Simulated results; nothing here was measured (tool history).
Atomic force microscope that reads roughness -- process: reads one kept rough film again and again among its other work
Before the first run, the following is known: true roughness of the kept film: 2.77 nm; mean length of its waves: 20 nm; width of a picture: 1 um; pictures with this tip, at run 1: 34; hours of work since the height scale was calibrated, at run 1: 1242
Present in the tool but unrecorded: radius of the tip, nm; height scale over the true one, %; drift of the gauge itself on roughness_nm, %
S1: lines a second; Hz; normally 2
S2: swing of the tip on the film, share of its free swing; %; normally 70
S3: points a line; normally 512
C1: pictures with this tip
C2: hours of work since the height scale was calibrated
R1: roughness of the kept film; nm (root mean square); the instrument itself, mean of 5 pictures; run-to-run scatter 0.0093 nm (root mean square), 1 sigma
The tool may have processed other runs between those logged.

run    hour    S1  S2   S3   C1    C2     R1
  1       0     2  70  512   34  1242  1.785
  2    39.7     2  70  512   92  1259  1.473
  3      77     2  70  498  146  1275  1.284
  4   107.8  0.54  70  512  190  1288  1.168
      112.7  -- new tip fitted
  5   162.8  0.54  70  512   72  1311  1.689
  6   195.9  0.54  70  512  120  1325  1.482
      249.2  -- new tip fitted
  7   271.7  0.54  70  512   32  1357  1.883
  8   319.1     2  70  648  101  1378  1.443
  9     382     2  70  728  192  1404  1.154
      387.6  -- new tip fitted
      416.9  -- height scale calibrated on a step standard
 10     447     2  70  728   85    13  1.586
 11   516.7  3.63  70  512  186    43   1.16
      522.3  -- new tip fitted
      567.2  -- height scale calibrated on a step standard, once more
 12     580  3.63  70  512   83     5  1.519
 13   632.6  3.63  70  512  159    28   1.22
      658.7  -- new tip fitted
 14     680     2  70  512   31    48  1.844
 15   745.7  0.59  66  512  126    76  1.362
      793.8  -- new tip fitted
 16   804.7  3.92  87  296   16   101  1.674
 17   866.6  0.64  76  266  105   127  1.381
      930.6  -- new tip fitted
 18   935.7     2  68  512    8   157  2.023
 19     970     2  65  884   58   171  1.711
 20  1005.3     2  65  562  109   186  1.452
     1068.6  -- new tip fitted
 21  1076.3  3.23  70  595   11   216   1.96
 22  1145.7  0.66  63  657  111   246   1.45
 23    1182  3.98  58  429  164   262  1.228
     1206.1  -- new tip fitted
 24  1231.3  3.98  58  429   37   282  1.815
 25  1267.2  2.11  79  363   89   298  1.457

Run 26, settings as shown, results not yet in. Your forecast:
 26  1302.8  2.11  79  363  140  313   ?

R1: 1.251 nm (root mean square)
Had the tool carried no hidden state, the very same run would have given R1 2.035 nm (root mean square).
